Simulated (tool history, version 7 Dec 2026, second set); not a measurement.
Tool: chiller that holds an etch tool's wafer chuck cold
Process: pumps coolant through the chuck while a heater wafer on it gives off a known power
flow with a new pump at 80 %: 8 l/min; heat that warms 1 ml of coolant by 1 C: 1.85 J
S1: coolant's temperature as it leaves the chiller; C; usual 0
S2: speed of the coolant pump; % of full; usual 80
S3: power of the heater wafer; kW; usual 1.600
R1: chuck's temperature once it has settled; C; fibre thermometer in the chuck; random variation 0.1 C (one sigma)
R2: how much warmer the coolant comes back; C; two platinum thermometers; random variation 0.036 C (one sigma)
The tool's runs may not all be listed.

| run | hour | S1 | S2 | S3 | R1 | R2 |
|---|---|---|---|---|---|---|
| 1 | 0.0 | 0 | 80 | 1.600 | 15.7 | 6.84 |
| 2 | 95.5 | 0 | 80 | 1.600 | 15.6 | 6.91 |
| 3 | 184.7 | 0 | 80 | 1.600 | 15.7 | 6.94 |
| 4 | 339.2 | 0 | 80 | 1.600 | 16.0 | 6.87 |
| 5 | 426.8 | 0 | 80 | 0.896 | 9.1 | 3.88 |
| 6 | 506.4 | 0 | 76 | 0.896 | 9.2 | 4.07 |
| 7 | 650.3 | 0 | 76 | 0.896 | 9.4 | 4.12 |
| 8 | 746.9 | 0 | 76 | 0.896 | 9.3 | 4.11 |
| 9 | 825.7 | 0 | 76 | 0.896 | 9.4 | 4.17 |
| 10 | 1013.1 | 0 | 76 | 0.896 | 9.4 | 4.22 |
| 11 | 1124.7 | 0 | 71 | 0.896 | 9.8 | 4.50 |
| 12 | 1215.6 | 0 | 80 | 1.013 | 10.3 | 4.41 |
| 13 | 1356.3 | 0 | 80 | 1.013 | 10.4 | 4.49 |
| 14 | 1471.4 | 0 | 80 | 1.013 | 10.4 | 4.46 |
| 15 | 1631.3 | 0 | 80 | 1.600 | 16.3 | 7.09 |
| 16 | 1780.3 | 4 | 80 | 1.600 | 20.5 | 7.07 |
| 17 | 1903.5 | -8 | 80 | 1.043 | 2.8 | 4.62 |
| 18 | 2024.5 | 8 | 80 | 1.342 | 21.8 | 5.98 |
| 19 | 2199.4 | 9 | 80 | 1.600 | 25.5 | 7.20 |
| 20 | 2276.3 | -8 | 72 | 1.600 | 9.9 | 8.06 |
| 21 | 2403.9 | 0 | 64 | 1.578 | 19.3 | 9.11 |
| 22 | 2590.1 | 0 | 73 | 1.217 | 13.8 | 6.04 |
| 23 | 2722.5 | 0 | 73 | 1.217 | 13.5 | 6.06 |
| 24 | 2907.5 | 0 | 78 | 1.566 | 16.8 | 7.34 |
| 25 | 3033.2 | 0 | 78 | 1.566 | 16.9 | 7.33 |
| 26 | 3189.1 | -3 | 75 | 1.289 | 11.4 | 6.31 |
| 27 | 3337.6 | 2 | 75 | 1.039 | 13.8 | 5.14 |
| 28 | 3491.0 | -2 | 80 | 2.001 | 19.3 | 9.13 |
| 29 | 3677.1 | -2 | 80 | 1.600 | 15.1 | 7.30 |
| 30 | 3863.8 | 2 | 80 | 1.362 | 16.8 | 6.24 |
| 31 | 3959.8 | 2 | 80 | 1.362 | 16.8 | 6.24 |
| 32 | 4145.6 | 2 | 80 | 1.362 | 16.6 | 6.29 |

Not shown: 2 entries that the log had between the listed runs. Between which runs, and how does the tool's hidden state differ before and after?
Between runs 10 and 11: chiller's thermometer calibrated (hour 1104.5)
  heat passed by the chuck's channels, % of clean ones': 93.7 -> 93.5; flow at a given pump speed, % of a new pump's: 92.2 -> 92; coolant's true temperature over the reading, C: 0.13 -> 0.16
  measured less the result without the state, R1: +1.0 -> +1.1 C; R2: +0.33 -> +0.36 C
Between runs 14 and 15: chiller's thermometer calibrated, once more (hour 1596.0)
  heat passed by the chuck's channels, % of clean ones': 93.1 -> 92.9; flow at a given pump speed, % of a new pump's: 91.4 -> 91.2; coolant's true temperature over the reading, C: 0.18 -> 0.06
  measured less the result without the state, R1: +1.3 -> +1.8 C; R2: +0.38 -> +0.63 C

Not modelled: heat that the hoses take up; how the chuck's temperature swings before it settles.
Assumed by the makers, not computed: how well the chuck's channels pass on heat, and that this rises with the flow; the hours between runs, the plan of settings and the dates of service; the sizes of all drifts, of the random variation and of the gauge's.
